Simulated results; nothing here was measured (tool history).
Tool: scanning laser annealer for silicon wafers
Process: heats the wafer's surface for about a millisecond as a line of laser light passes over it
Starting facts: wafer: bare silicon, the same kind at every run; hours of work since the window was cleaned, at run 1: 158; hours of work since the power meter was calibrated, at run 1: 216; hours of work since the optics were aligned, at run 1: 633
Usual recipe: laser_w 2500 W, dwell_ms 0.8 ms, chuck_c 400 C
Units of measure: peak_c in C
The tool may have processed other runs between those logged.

run,hour,laser_w,dwell_ms,chuck_c,hours of work since the window was cleaned,hours of work since the power meter was calibrated,hours of work since the optics were aligned,peak_c
1,0,2500,0.8,400,158,216,633,1223
2,4.6,2500,0.8,400,162,219,636,1220
3,12,2500,0.8,400,167,224,641,1219
4,18.7,2500,0.8,400,172,229,646,1222
5,23.4,2500,0.8,400,175,233,650,1218
6,31,2500,0.8,400,181,239,656,1217
7,35.6,2500,0.8,400,185,242,659,1216
8,41.3,2500,0.8,400,189,246,663,1219
9,46.9,2500,0.8,400,193,250,667,1221
10,53.5,2500,0.8,400,198,255,672,1216
11,59.7,2500,0.8,400,202,260,677,1217
12,66.8,2500,0.8,400,208,265,682,1217
13,72.8,2500,0.8,400,212,270,687,1217
14,77.4,2500,0.8,400,215,273,690,1216
15,84.7,2500,0.802,400,221,278,695,1218
16,89.1,2500,0.802,400,224,282,699,1212
17,93,2500,0.8,400,227,285,702,1214
18,100.1,2500,0.8,400,232,290,707,1213
19,104,2229,0.8,400,235,293,710,1113
20,107.8,2229,0.8,400,238,295,712,1107
21,113.2,2229,0.8,400,242,299,716,1107
22,120.8,2517,0.979,416,248,305,722,1336
23,125.1,2517,0.979,416,251,308,725,1337
24,130.2,2621,0.59,425,255,312,729,1144
25,135,2500,0.612,400,258,316,733,1097
26,143.8,2500,0.573,413,265,322,739,1079
27,150,2500,0.573,413,269,327,744,1078
28,158.1,2500,0.573,413,275,333,750,1078
29,163.2,2141,0.911,427,279,337,754,1151
30,169.3,2396,0.8,436,284,341,758,1205
31,173.5,2256,0.943,431,287,344,761,1218
32,178.1,2244,0.804,401,290,348,765,1111
33,185.9,2588,0.594,430,296,353,770,1138
34,194.5,2376,0.806,422,302,360,777,1183
35,198.7,2376,0.806,422,305,363,780,1184
36,205.6,2733,0.8,400,310,368,785,1301
37,210.4,2347,0.744,366,314,371,788,1083
38,214.2,2204,0.803,425,317,374,791,1119
39,219.7,2405,0.913,400,321,378,795,1230
40,225.1,2405,0.913,400,325,382,799,1232
41,233.7,2578,0.913,400,331,389,806,1299

Each row is a separate what-if for the run after 41, all from the same tool condition, not one after another. Results?
A,241.7,2500,0.747,433,337,395,812,?
B,241.7,2129,0.905,364,337,395,812,?
C,241.7,2568,0.575,413,337,395,812,?

run,peak_c
A,1206
B,1076
C,1097
Stripped of hidden state, with their random variation kept, the same runs would have yielded:
run,peak_c
A,1247
B,1114
C,1134
